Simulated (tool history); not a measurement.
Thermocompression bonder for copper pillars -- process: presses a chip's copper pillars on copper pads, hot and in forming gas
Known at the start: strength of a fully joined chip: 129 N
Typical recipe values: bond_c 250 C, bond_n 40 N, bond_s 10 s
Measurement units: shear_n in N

Run 1, hour 0: usual settings. Result: shear_n 74.7 N.
Run 2, hour 35.5: usual settings. Result: shear_n 74 N.
Run 3, hour 71.3: usual settings. Result: shear_n 75.9 N.
Run 4, hour 112.4: usual settings but bond_s 18 s. Result: shear_n 89 N.
Run 5, hour 150: usual settings. Result: shear_n 74.8 N.
Run 6, hour 190.2: usual settings but bond_c 243 C. Result: shear_n 67.2 N.
Run 7, hour 231.4: usual settings but bond_n 24 N. Result: shear_n 45.1 N.
Run 8, hour 266.8: usual settings but bond_n 24 N. Result: shear_n 44.6 N.
Run 9, hour 290: usual settings. Result: shear_n 75.7 N.
At hour 306.3: forming gas filter changed.
Run 10, hour 312.3: usual settings but bond_c 228 C, bond_n 28 N. Result: shear_n 33.6 N.
Run 11, hour 342.8: usual settings but bond_c 265 C. Result: shear_n 88.3 N.
Run 12, hour 360.7: usual settings but bond_c 265 C. Result: shear_n 90.6 N.
Run 13, hour 385: usual settings but bond_c 271 C, bond_s 12 s. Result: shear_n 97.9 N.
At hour 398.4: heater calibrated with a thermocouple chip.
Run 14, hour 405.3: usual settings but bond_c 278 C, bond_n 36 N, bond_s 6 s. Result: shear_n 86 N.
Run 15, hour 447.1: usual settings but bond_c 236 C, bond_n 48 N, bond_s 19 s. Result: shear_n 86.1 N.
Run 16, hour 468: usual settings but bond_n 39 N, bond_s 6 s. Result: shear_n 62.2 N.
Run 17, hour 509.1: usual settings but bond_s 27 s. Result: shear_n 98.1 N.

Each row is a separate what-if for the run after 17, all from the same tool condition, not one after another. Results?
Run A, hour 530.4: usual settings but bond_n 32 N. Result: shear_n ?.
Run B, hour 530.4: usual settings but bond_s 26 s. Result: shear_n ?.
Run C, hour 530.4: usual settings but bond_c 221 C, bond_n 30 N. Result: shear_n ?.
Run D, hour 530.4: usual settings but bond_c 278 C, bond_n 31 N, bond_s 5 s. Result: shear_n ?.

run  shear_n
  A     60.2
  B     98.2
  C     32.1
  D     70.7
Take away the tool's hidden state, keep each run's random variation, and the runs would have read:
run  shear_n
  A     60.5
  B     98.6
  C     32.3
  D       71

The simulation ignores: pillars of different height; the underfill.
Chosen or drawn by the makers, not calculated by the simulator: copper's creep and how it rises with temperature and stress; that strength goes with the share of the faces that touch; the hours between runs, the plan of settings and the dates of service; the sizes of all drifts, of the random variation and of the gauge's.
